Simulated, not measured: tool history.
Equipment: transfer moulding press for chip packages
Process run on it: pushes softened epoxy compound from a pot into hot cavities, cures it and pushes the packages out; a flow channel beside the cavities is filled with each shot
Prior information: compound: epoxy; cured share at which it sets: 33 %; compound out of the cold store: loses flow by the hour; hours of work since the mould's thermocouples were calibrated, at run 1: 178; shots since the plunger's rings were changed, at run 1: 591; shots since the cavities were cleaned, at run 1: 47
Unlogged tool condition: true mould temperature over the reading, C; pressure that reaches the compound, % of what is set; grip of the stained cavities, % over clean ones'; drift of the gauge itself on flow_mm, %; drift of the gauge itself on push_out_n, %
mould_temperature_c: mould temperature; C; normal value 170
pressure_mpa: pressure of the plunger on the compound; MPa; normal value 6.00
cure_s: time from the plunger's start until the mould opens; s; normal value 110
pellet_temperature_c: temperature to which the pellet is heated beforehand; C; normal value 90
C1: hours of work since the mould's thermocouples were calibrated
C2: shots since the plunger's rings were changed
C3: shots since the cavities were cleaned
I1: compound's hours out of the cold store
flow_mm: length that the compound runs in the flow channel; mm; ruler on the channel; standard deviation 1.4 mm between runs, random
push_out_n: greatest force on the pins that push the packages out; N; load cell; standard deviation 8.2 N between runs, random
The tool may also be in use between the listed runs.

Run 1, hour 0.0: usual settings; C1 178; C2 591; C3 47; I1 37.3. Result: flow_mm 501 mm, push_out_n 396 N.
Run 2, hour 30.5: usual settings but pressure_mpa 5.58 MPa; C1 197; C2 887; C3 343; I1 34.1. Result: flow_mm 485 mm, push_out_n 669 N.
Run 3, hour 67.0: usual settings but pressure_mpa 5.58 MPa; C1 220; C2 1241; C3 697; I1 25.7. Result: flow_mm 497 mm, push_out_n 770 N.
Run 4, hour 91.0: usual settings but pressure_mpa 5.58 MPa; C1 235; C2 1475; C3 931; I1 34.3. Result: flow_mm 485 mm, push_out_n 785 N.
At hour 110.1: cavities cleaned with cleaning compound and waxed.
Run 5, hour 122.0: usual settings but pressure_mpa 5.58 MPa, pellet_temperature_c 89 C; C1 254; C2 1761; C3 116; I1 35.2. Result: flow_mm 484 mm, push_out_n 460 N.
Run 6, hour 157.6: usual settings but pressure_mpa 5.58 MPa, pellet_temperature_c 89 C; C1 276; C2 2107; C3 462; I1 20.6. Result: flow_mm 503 mm, push_out_n 718 N.
Run 7, hour 189.7: usual settings but pressure_mpa 5.58 MPa, pellet_temperature_c 89 C; C1 296; C2 2418; C3 773; I1 42.9. Result: flow_mm 472 mm, push_out_n 785 N.
Run 8, hour 211.4: usual settings; C1 310; C2 2629; C3 984; I1 12.8. Result: flow_mm 532 mm, push_out_n 802 N.
At hour 225.9: cavities cleaned with cleaning compound and waxed.
Run 9, hour 242.8: usual settings but pellet_temperature_c 91 C; C1 328; C2 2920; C3 164; I1 39.3. Result: flow_mm 491 mm, push_out_n 515 N.
Run 10, hour 261.0: usual settings but pellet_temperature_c 91 C; C1 340; C2 3096; C3 340; I1 40.2. Result: flow_mm 488 mm, push_out_n 648 N.
Run 11, hour 283.2: usual settings but pellet_temperature_c 91 C; C1 354; C2 3312; C3 556; I1 30.8. Result: flow_mm 502 mm, push_out_n 710 N.
Run 12, hour 316.9: usual settings; C1 375; C2 3640; C3 884; I1 29.1. Result: flow_mm 501 mm, push_out_n 783 N.
At hour 341.2: cavities cleaned with cleaning compound and waxed.
Run 13, hour 346.6: usual settings; C1 393; C2 3913; C3 52; I1 15.7. Result: flow_mm 522 mm, push_out_n 433 N.
At hour 358.6: mould's thermocouples calibrated.
Run 14, hour 380.6: usual settings; C1 14; C2 4224; C3 363; I1 24.9. Result: flow_mm 508 mm, push_out_n 680 N.
Run 15, hour 404.2: usual settings but mould_temperature_c 163 C, pressure_mpa 6.61 MPa, cure_s 111 s; C1 29; C2 4454; C3 593; I1 17.6. Result: flow_mm 562 mm, push_out_n 1064 N.
Run 16, hour 440.6: usual settings but mould_temperature_c 171 C, pressure_mpa 6.52 MPa, cure_s 111 s, pellet_temperature_c 80 C; C1 51; C2 4807; C3 946; I1 18.2. Result: flow_mm 537 mm, push_out_n 781 N.
At hour 457.8: cavities cleaned with cleaning compound and waxed.
Run 17, hour 478.0: usual settings but mould_temperature_c 171 C, pressure_mpa 6.52 MPa, cure_s 111 s, pellet_temperature_c 80 C; C1 74; C2 5156; C3 197; I1 37.1. Result: flow_mm 505 mm, push_out_n 535 N.
Run 18, hour 515.4: usual settings but mould_temperature_c 167 C, pressure_mpa 5.75 MPa, cure_s 111 s, pellet_temperature_c 80 C; C1 97; C2 5519; C3 560; I1 45.7. Result: flow_mm 470 mm, push_out_n 810 N.
Run 19, hour 543.8: usual settings but mould_temperature_c 164 C, pressure_mpa 4.81 MPa, cure_s 136 s, pellet_temperature_c 92 C; C1 115; C2 5795; C3 836; I1 44.8. Result: flow_mm 433 mm, push_out_n 758 N.
Run 20, hour 565.4: usual settings but mould_temperature_c 166 C, cure_s 121 s, pellet_temperature_c 87 C; C1 128; C2 6004; C3 1045; I1 29.9. Result: flow_mm 504 mm, push_out_n 817 N.
At hour 572.5: cavities cleaned with cleaning compound and waxed.
Run 21, hour 595.8: usual settings but mould_temperature_c 171 C, pressure_mpa 4.50 MPa, cure_s 121 s, pellet_temperature_c 98 C; C1 147; C2 6285; C3 227; I1 41.0. Result: flow_mm 410 mm, push_out_n 550 N.
Run 22, hour 621.1: usual settings but pressure_mpa 5.75 MPa, cure_s 149 s; C1 162; C2 6531; C3 473; I1 38.5. Result: flow_mm 469 mm, push_out_n 628 N.
Run 23, hour 640.3: usual settings but mould_temperature_c 172 C, pressure_mpa 6.79 MPa, cure_s 149 s; C1 174; C2 6717; C3 659; I1 40.3. Result: flow_mm 501 mm, push_out_n 638 N.
At hour 660.3: plunger's sealing rings changed.
Run 24, hour 660.5: usual settings but mould_temperature_c 173 C, pressure_mpa 6.27 MPa, cure_s 96 s, pellet_temperature_c 95 C; C1 186; C2 2; C3 831; I1 36.7. Result: flow_mm 507 mm, push_out_n 816 N.
At hour 690.0: cavities cleaned with cleaning compound and waxed.
Run 25, hour 699.6: usual settings but mould_temperature_c 171 C, pressure_mpa 5.35 MPa, cure_s 123 s, pellet_temperature_c 84 C; C1 209; C2 367; C3 93; I1 16.7. Result: flow_mm 503 mm, push_out_n 427 N.
Run 26, hour 718.0: usual settings but mould_temperature_c 171 C, pressure_mpa 5.35 MPa, cure_s 123 s, pellet_temperature_c 93 C; C1 221; C2 546; C3 272; I1 38.9. Result: flow_mm 468 mm, push_out_n 535 N.
Run 27, hour 733.9: usual settings but mould_temperature_c 172 C, pressure_mpa 5.89 MPa, cure_s 123 s, pellet_temperature_c 93 C; C1 231; C2 700; C3 426; I1 23.8. Result: flow_mm 510 mm, push_out_n 626 N.
Run 28, hour 769.6: usual settings but mould_temperature_c 172 C, pressure_mpa 6.05 MPa, cure_s 123 s, pellet_temperature_c 93 C; C1 253; C2 1047; C3 773; I1 33.8. Result: flow_mm 502 mm, push_out_n 687 N.

How the hidden state differs across the entries between the runs, from the last listed run before each to the first after it:
Run 4 -> run 5: cavities cleaned with cleaning compound and waxed (hour 110.1)
  true mould temperature over the reading, C: 0.22 -> 0.24; pressure that reaches the compound, % of what is set: 98.11 -> 97.71; grip of the stained cavities, % over clean ones': 127.5 -> 41.1
  measured less the result without the state, flow_mm: -5 -> -6 mm; push_out_n: +435 -> +133 N
Run 8 -> run 9: cavities cleaned with cleaning compound and waxed (hour 225.9)
  true mould temperature over the reading, C: 0.3 -> 0.32; pressure that reaches the compound, % of what is set: 96.53 -> 96.14; grip of the stained cavities, % over clean ones': 128.9 -> 54
  measured less the result without the state, flow_mm: -11 -> -10 mm; push_out_n: +448 -> +177 N
Run 12 -> run 13: cavities cleaned with cleaning compound and waxed (hour 341.2)
  true mould temperature over the reading, C: 0.38 -> 0.4; pressure that reaches the compound, % of what is set: 95.16 -> 94.79; grip of the stained cavities, % over clean ones': 126.8 -> 22.7
  measured less the result without the state, flow_mm: -13 -> -15 mm; push_out_n: +434 -> +75 N
Run 13 -> run 14: mould's thermocouples calibrated (hour 358.6)
  true mould temperature over the reading, C: 0.4 -> 0.1; pressure that reaches the compound, % of what is set: 94.79 -> 94.36; grip of the stained cavities, % over clean ones': 22.7 -> 90.6
  measured less the result without the state, flow_mm: -15 -> -15 mm; push_out_n: +75 -> +320 N
Run 16 -> run 17: cavities cleaned with cleaning compound and waxed (hour 457.8)
  true mould temperature over the reading, C: 0.14 -> 0.17; pressure that reaches the compound, % of what is set: 93.61 -> 93.13; grip of the stained cavities, % over clean ones': 127.5 -> 62.9
  measured less the result without the state, flow_mm: -18 -> -19 mm; push_out_n: +433 -> +205 N
Run 20 -> run 21: cavities cleaned with cleaning compound and waxed (hour 572.5)
  true mould temperature over the reading, C: 0.23 -> 0.26; pressure that reaches the compound, % of what is set: 92 -> 91.61; grip of the stained cavities, % over clean ones': 129.7 -> 71.5
  measured less the result without the state, flow_mm: -22 -> -19 mm; push_out_n: +455 -> +226 N
Run 23 -> run 24: plunger's sealing rings changed (hour 660.3)
  true mould temperature over the reading, C: 0.29 -> 0.3; pressure that reaches the compound, % of what is set: 91.03 -> 99.76; grip of the stained cavities, % over clean ones': 119.9 -> 126
  measured less the result without the state, flow_mm: -25 -> -1 mm; push_out_n: +345 -> +449 N
Run 24 -> run 25: cavities cleaned with cleaning compound and waxed (hour 690.0)
  true mould temperature over the reading, C: 0.3 -> 0.33; pressure that reaches the compound, % of what is set: 99.76 -> 99.23; grip of the stained cavities, % over clean ones': 126 -> 34.9
  measured less the result without the state, flow_mm: -1 -> -3 mm; push_out_n: +449 -> +109 N
